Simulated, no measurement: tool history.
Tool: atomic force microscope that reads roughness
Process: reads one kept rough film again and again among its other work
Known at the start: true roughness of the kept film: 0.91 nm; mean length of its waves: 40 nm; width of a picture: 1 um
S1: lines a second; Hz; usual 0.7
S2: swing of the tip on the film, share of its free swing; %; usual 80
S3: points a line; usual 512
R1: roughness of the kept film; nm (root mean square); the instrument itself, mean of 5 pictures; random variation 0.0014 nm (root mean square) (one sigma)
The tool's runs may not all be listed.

run,hour,S1,S2,S3,R1
1,0,0.7,80,512,0.879
2,19.7,0.7,80,512,0.878
3,32.2,0.7,69,512,0.886
4,51.9,0.7,63,512,0.886
5,69.2,0.7,57,512,0.892
6,91.3,0.7,57,512,0.893
# hour 102.6: new tip fitted
7,104.8,0.7,57,512,0.893
8,122.8,0.7,57,512,0.893
9,144.6,0.7,80,512,0.878
10,163.7,0.7,80,512,0.876
11,189.7,0.7,80,862,0.879
12,204.5,0.7,80,862,0.878
13,217,0.7,80,862,0.881
14,228.2,0.7,60,512,0.891
15,241.3,0.7,60,512,0.887
16,255.1,0.7,61,512,0.891
# hour 257.4: new tip fitted
17,274.5,0.7,61,512,0.891
18,289,2.272,61,512,0.879
19,311.7,2.272,61,512,0.878
20,334.6,2.272,61,512,0.879
21,362.4,1.171,66,512,0.882
22,388.8,1.171,66,512,0.879
23,408.1,1.171,66,512,0.882
# hour 411.1: new tip fitted
24,425.5,1.171,66,512,0.88
25,448.6,1.171,65,651,0.887
26,469.2,1.976,65,651,0.875
27,489,1.976,65,615,0.876

Forecast each of these 5 alternatives for the next run:
A,508.7,0.683,80,728,?
B,508.7,3.59,80,525,?
C,508.7,1.558,80,512,?
D,508.7,1.238,57,615,?
E,508.7,0.7,63,865,?

run,R1
A,0.883
B,0.807
C,0.856
D,0.891
E,0.891
Without the tool's hidden state the same runs would have given:
run,R1
A,0.883
B,0.807
C,0.856
D,0.891
E,0.891
